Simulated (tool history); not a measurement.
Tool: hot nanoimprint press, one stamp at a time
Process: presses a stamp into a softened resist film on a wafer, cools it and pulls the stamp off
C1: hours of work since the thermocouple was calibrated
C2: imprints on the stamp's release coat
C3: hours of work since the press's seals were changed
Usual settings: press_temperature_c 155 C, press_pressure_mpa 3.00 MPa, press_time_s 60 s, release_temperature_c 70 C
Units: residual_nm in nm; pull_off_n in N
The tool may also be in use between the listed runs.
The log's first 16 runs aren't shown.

Run 17, hour 155.6: usual settings but press_temperature_c 154 C, press_pressure_mpa 2.58 MPa, press_time_s 114 s, release_temperature_c 74 C; C1 444; C2 585; C3 270. Result: residual_nm 88.5 nm, pull_off_n 110 N.
Run 18, hour 168.1: usual settings but press_temperature_c 154 C, press_pressure_mpa 3.60 MPa, press_time_s 48 s, release_temperature_c 74 C; C1 450; C2 618; C3 277. Result: residual_nm 96.5 nm, pull_off_n 113 N.
Run 19, hour 175.9: usual settings but press_temperature_c 162 C, release_temperature_c 61 C; C1 455; C2 639; C3 281. Result: residual_nm 73.1 nm, pull_off_n 153 N.
Run 20, hour 187.7: usual settings but press_temperature_c 156 C, press_pressure_mpa 3.40 MPa, press_time_s 39 s, release_temperature_c 77 C; C1 461; C2 670; C3 287. Result: residual_nm 99.2 nm, pull_off_n 109 N.
Run 21, hour 195.1: usual settings but press_temperature_c 156 C, press_pressure_mpa 3.38 MPa, press_time_s 81 s, release_temperature_c 66 C; C1 465; C2 690; C3 291. Result: residual_nm 77.8 nm, pull_off_n 138 N.
Run 22, hour 207.0: usual settings but press_temperature_c 159 C, press_pressure_mpa 3.38 MPa, press_time_s 45 s, release_temperature_c 58 C; C1 471; C2 722; C3 298. Result: residual_nm 85.5 nm, pull_off_n 151 N.
Run 23, hour 216.2: usual settings but press_temperature_c 166 C, press_pressure_mpa 2.35 MPa; C1 476; C2 746; C3 303. Result: residual_nm 73.0 nm, pull_off_n 126 N.
Run 24, hour 224.4: usual settings but press_temperature_c 163 C, press_pressure_mpa 2.82 MPa, press_time_s 85 s, release_temperature_c 75 C; C1 481; C2 768; C3 307. Result: residual_nm 65.5 nm, pull_off_n 112 N.

Run 25 comes next. What will it give?
Run 25, hour 237.9: usual settings but press_temperature_c 166 C, press_pressure_mpa 2.82 MPa, press_time_s 94 s, release_temperature_c 75 C; C1 488; C2 804; C3 314. Result: residual_nm ?, pull_off_n ?.

Run 25 gave residual_nm 56.9 nm, pull_off_n 111 N.
Without the tool's hidden state the same run would have given residual_nm 56.8 nm, pull_off_n 111 N.
